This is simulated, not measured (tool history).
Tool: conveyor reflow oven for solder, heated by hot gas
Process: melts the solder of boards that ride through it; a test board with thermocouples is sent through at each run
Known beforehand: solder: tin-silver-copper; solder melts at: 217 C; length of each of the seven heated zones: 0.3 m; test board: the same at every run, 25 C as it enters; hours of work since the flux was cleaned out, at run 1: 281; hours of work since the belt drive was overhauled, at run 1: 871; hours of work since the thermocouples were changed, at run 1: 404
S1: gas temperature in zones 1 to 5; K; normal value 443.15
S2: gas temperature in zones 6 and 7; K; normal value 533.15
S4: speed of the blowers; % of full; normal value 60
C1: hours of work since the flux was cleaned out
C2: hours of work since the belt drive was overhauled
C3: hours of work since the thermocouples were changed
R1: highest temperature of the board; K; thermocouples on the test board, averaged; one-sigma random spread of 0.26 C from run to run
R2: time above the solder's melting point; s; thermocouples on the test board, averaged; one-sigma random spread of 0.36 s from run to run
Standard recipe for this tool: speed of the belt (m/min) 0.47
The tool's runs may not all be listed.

{"run": 1, "day": 0.0, "S1": 443.15, "S2": 533.15, "speed of the belt (m/min)": 0.47, "S4": 60, "C1": 281, "C2": 871, "C3": 404, "R1": 513.25, "R2": 44.9}
{"run": 2, "day": 1.171, "S1": 443.15, "S2": 533.15, "speed of the belt (m/min)": 0.47, "S4": 60, "C1": 294, "C2": 884, "C3": 417, "R1": 513.95, "R2": 43.5}
{"run": 3, "day": 3.388, "S1": 443.15, "S2": 533.15, "speed of the belt (m/min)": 0.47, "S4": 60, "C1": 319, "C2": 909, "C3": 442, "R1": 513.65, "R2": 44.1}
{"run": 4, "day": 5.088, "S1": 443.15, "S2": 533.15, "speed of the belt (m/min)": 0.47, "S4": 60, "C1": 338, "C2": 928, "C3": 461, "R1": 513.85, "R2": 44.4}
{"run": 5, "day": 7.192, "S1": 443.15, "S2": 533.15, "speed of the belt (m/min)": 0.47, "S4": 78, "C1": 362, "C2": 952, "C3": 485, "R1": 517.65, "R2": 49.9}
{"run": 6, "day": 8.558, "S1": 443.15, "S2": 533.15, "speed of the belt (m/min)": 0.47, "S4": 60, "C1": 377, "C2": 967, "C3": 500, "R1": 513.45, "R2": 44.1}
{"run": 7, "day": 10.708, "S1": 443.15, "S2": 533.15, "speed of the belt (m/min)": 0.47, "S4": 60, "C1": 401, "C2": 991, "C3": 524, "R1": 513.85, "R2": 44.3}
{"run": 8, "day": 12.967, "S1": 443.15, "S2": 533.15, "speed of the belt (m/min)": 0.47, "S4": 60, "C1": 427, "C2": 1016, "C3": 550, "R1": 513.65, "R2": 44.7}
{"run": 9, "day": 13.888, "S1": 443.15, "S2": 533.15, "speed of the belt (m/min)": 0.426, "S4": 60, "C1": 437, "C2": 1027, "C3": 560, "R1": 516.55, "R2": 54}
{"run": 10, "day": 15.404, "S1": 443.15, "S2": 533.15, "speed of the belt (m/min)": 0.453, "S4": 60, "C1": 454, "C2": 1044, "C3": 577, "R1": 514.75, "R2": 47.9}
{"day": 16.35, "done": "flux residue cleaned out of gas plates and filters"}
{"run": 11, "day": 17.308, "S1": 443.15, "S2": 533.15, "speed of the belt (m/min)": 0.453, "S4": 60, "C1": 11, "C2": 1063, "C3": 596, "R1": 515.15, "R2": 47.1}
{"run": 12, "day": 18.617, "S1": 443.15, "S2": 533.15, "speed of the belt (m/min)": 0.453, "S4": 60, "C1": 25, "C2": 1077, "C3": 611, "R1": 514.95, "R2": 47.3}
{"run": 13, "day": 20.529, "S1": 443.15, "S2": 527.15, "speed of the belt (m/min)": 0.47, "S4": 60, "C1": 47, "C2": 1099, "C3": 632, "R1": 509.25, "R2": 39.5}
{"run": 14, "day": 21.471, "S1": 443.15, "S2": 533.15, "speed of the belt (m/min)": 0.47, "S4": 60, "C1": 57, "C2": 1109, "C3": 643, "R1": 513.85, "R2": 44.5}
{"run": 15, "day": 22.771, "S1": 443.15, "S2": 533.15, "speed of the belt (m/min)": 0.47, "S4": 60, "C1": 72, "C2": 1124, "C3": 657, "R1": 513.45, "R2": 44.3}
{"run": 16, "day": 24.558, "S1": 443.15, "S2": 533.15, "speed of the belt (m/min)": 0.47, "S4": 60, "C1": 92, "C2": 1144, "C3": 677, "R1": 514.15, "R2": 44.5}
{"run": 17, "day": 26.617, "S1": 448.15, "S2": 538.15, "speed of the belt (m/min)": 0.518, "S4": 61, "C1": 115, "C2": 1167, "C3": 700, "R1": 515.25, "R2": 42.7}

The next listed run, before its measurement:
{"run": 18, "day": 28.058, "S1": 432.15, "S2": 533.15, "speed of the belt (m/min)": 0.47, "S4": 55, "C1": 131, "C2": 1183, "C3": 716, "R1": "?", "R2": "?"}

Run 18 measured R1 509.55 K, R2 35.3 s.
Had the tool carried no hidden state, the very same run would have given R1 509.55 K, R2 35.2 s.
